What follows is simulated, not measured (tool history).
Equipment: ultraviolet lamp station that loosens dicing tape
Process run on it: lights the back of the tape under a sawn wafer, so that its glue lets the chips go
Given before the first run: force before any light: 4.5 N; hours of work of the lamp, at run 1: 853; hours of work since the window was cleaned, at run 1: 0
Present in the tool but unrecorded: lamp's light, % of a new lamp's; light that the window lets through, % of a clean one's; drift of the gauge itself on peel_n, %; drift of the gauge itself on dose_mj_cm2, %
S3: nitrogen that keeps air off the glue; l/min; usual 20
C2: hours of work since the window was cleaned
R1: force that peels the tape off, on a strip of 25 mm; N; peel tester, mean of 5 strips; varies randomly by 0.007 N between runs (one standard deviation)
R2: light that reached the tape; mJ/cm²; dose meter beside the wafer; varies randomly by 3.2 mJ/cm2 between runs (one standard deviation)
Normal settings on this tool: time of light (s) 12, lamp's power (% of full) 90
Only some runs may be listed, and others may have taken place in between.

{"run": 1, "hour": 0.0, "time of light (s)": 12, "lamp's power (% of full)": 90, "S3": 20, "hours of work of the lamp": 853, "C2": 0, "R1": 0.401, "R2": 364}
{"run": 2, "hour": 41.0, "time of light (s)": 12, "lamp's power (% of full)": 90, "S3": 20, "hours of work of the lamp": 881, "C2": 27, "R1": 0.463, "R2": 364}
{"run": 3, "hour": 116.9, "time of light (s)": 12, "lamp's power (% of full)": 68, "S3": 20, "hours of work of the lamp": 931, "C2": 78, "R1": 0.818, "R2": 263}
{"run": 4, "hour": 204.9, "time of light (s)": 12, "lamp's power (% of full)": 68, "S3": 20, "hours of work of the lamp": 990, "C2": 137, "R1": 0.842, "R2": 251}
{"run": 5, "hour": 249.2, "time of light (s)": 12, "lamp's power (% of full)": 68, "S3": 20, "hours of work of the lamp": 1020, "C2": 166, "R1": 0.877, "R2": 242}
{"run": 6, "hour": 324.5, "time of light (s)": 12, "lamp's power (% of full)": 68, "S3": 20, "hours of work of the lamp": 1070, "C2": 217, "R1": 0.888, "R2": 236}
{"run": 7, "hour": 386.9, "time of light (s)": 17, "lamp's power (% of full)": 90, "S3": 20, "hours of work of the lamp": 1112, "C2": 258, "R1": 0.329, "R2": 426}
{"hour": 434.7, "done": "lamp changed"}
{"run": 8, "hour": 434.7, "time of light (s)": 11, "lamp's power (% of full)": 90, "S3": 20, "hours of work of the lamp": 0, "C2": 289, "R1": 0.372, "R2": 399}
{"hour": 442.6, "done": "window cleaned of glue's vapour"}
{"run": 9, "hour": 491.7, "time of light (s)": 12, "lamp's power (% of full)": 90, "S3": 20, "hours of work of the lamp": 38, "C2": 33, "R1": 0.262, "R2": 471}
{"run": 10, "hour": 543.8, "time of light (s)": 12, "lamp's power (% of full)": 90, "S3": 20, "hours of work of the lamp": 72, "C2": 68, "R1": 0.287, "R2": 461}
{"run": 11, "hour": 619.3, "time of light (s)": 12, "lamp's power (% of full)": 90, "S3": 20, "hours of work of the lamp": 123, "C2": 118, "R1": 0.289, "R2": 439}
{"run": 12, "hour": 666.1, "time of light (s)": 12, "lamp's power (% of full)": 90, "S3": 20, "hours of work of the lamp": 154, "C2": 149, "R1": 0.306, "R2": 438}
{"run": 13, "hour": 727.7, "time of light (s)": 12, "lamp's power (% of full)": 90, "S3": 20, "hours of work of the lamp": 195, "C2": 190, "R1": 0.338, "R2": 416}
{"run": 14, "hour": 804.7, "time of light (s)": 14, "lamp's power (% of full)": 96, "S3": 10, "hours of work of the lamp": 247, "C2": 242, "R1": 0.343, "R2": 507}
{"hour": 883.5, "done": "window cleaned of glue's vapour"}
{"run": 15, "hour": 894.4, "time of light (s)": 19, "lamp's power (% of full)": 96, "S3": 10, "hours of work of the lamp": 306, "C2": 7, "R1": 0.172, "R2": 733}
{"run": 16, "hour": 984.1, "time of light (s)": 12, "lamp's power (% of full)": 61, "S3": 8, "hours of work of the lamp": 366, "C2": 67, "R1": 1.072, "R2": 281}
{"run": 17, "hour": 1050.0, "time of light (s)": 9, "lamp's power (% of full)": 100, "S3": 20, "hours of work of the lamp": 410, "C2": 111, "R1": 0.487, "R2": 338}
{"run": 18, "hour": 1090.7, "time of light (s)": 7, "lamp's power (% of full)": 65, "S3": 23, "hours of work of the lamp": 437, "C2": 138, "R1": 1.371, "R2": 168}
{"run": 19, "hour": 1144.4, "time of light (s)": 20, "lamp's power (% of full)": 95, "S3": 30, "hours of work of the lamp": 473, "C2": 174, "R1": 0.125, "R2": 684}
{"run": 20, "hour": 1188.7, "time of light (s)": 12, "lamp's power (% of full)": 97, "S3": 23, "hours of work of the lamp": 503, "C2": 204, "R1": 0.334, "R2": 404}
{"run": 21, "hour": 1266.6, "time of light (s)": 7, "lamp's power (% of full)": 69, "S3": 33, "hours of work of the lamp": 554, "C2": 256, "R1": 1.273, "R2": 162}
{"hour": 1324.3, "done": "window cleaned of glue's vapour"}
{"run": 22, "hour": 1337.2, "time of light (s)": 7, "lamp's power (% of full)": 69, "S3": 33, "hours of work of the lamp": 601, "C2": 9, "R1": 1.205, "R2": 177}
{"run": 23, "hour": 1380.6, "time of light (s)": 12, "lamp's power (% of full)": 90, "S3": 22, "hours of work of the lamp": 630, "C2": 38, "R1": 0.374, "R2": 379}
{"run": 24, "hour": 1431.7, "time of light (s)": 6, "lamp's power (% of full)": 72, "S3": 27, "hours of work of the lamp": 664, "C2": 72, "R1": 1.499, "R2": 151}
{"run": 25, "hour": 1484.5, "time of light (s)": 10, "lamp's power (% of full)": 65, "S3": 8, "hours of work of the lamp": 700, "C2": 107, "R1": 1.437, "R2": 219}
{"run": 26, "hour": 1531.1, "time of light (s)": 11, "lamp's power (% of full)": 89, "S3": 20, "hours of work of the lamp": 731, "C2": 138, "R1": 0.562, "R2": 326}

Alternative continuations, all from the tool just after run 26; predict every row:
{"run": "A", "hour": 1594.5, "time of light (s)": 22, "lamp's power (% of full)": 94, "S3": 17, "hours of work of the lamp": 773, "C2": 180, "R1": "?", "R2": "?"}
{"run": "B", "hour": 1594.5, "time of light (s)": 12, "lamp's power (% of full)": 95, "S3": 9, "hours of work of the lamp": 773, "C2": 180, "R1": "?", "R2": "?"}
{"run": "C", "hour": 1594.5, "time of light (s)": 15, "lamp's power (% of full)": 77, "S3": 6, "hours of work of the lamp": 773, "C2": 180, "R1": "?", "R2": "?"}
{"run": "D", "hour": 1594.5, "time of light (s)": 7, "lamp's power (% of full)": 68, "S3": 20, "hours of work of the lamp": 773, "C2": 180, "R1": "?", "R2": "?"}

run=A R1=0.163 R2=660
run=B R1=0.673 R2=363
run=C R1=0.797 R2=369
run=D R1=1.589 R2=149
Stripped of hidden state, with their random variation kept, the same runs would have yielded:
run=A R1=0.123 R2=935
run=B R1=0.349 R2=515
run=C R1=0.428 R2=522
run=D R1=1.049 R2=212
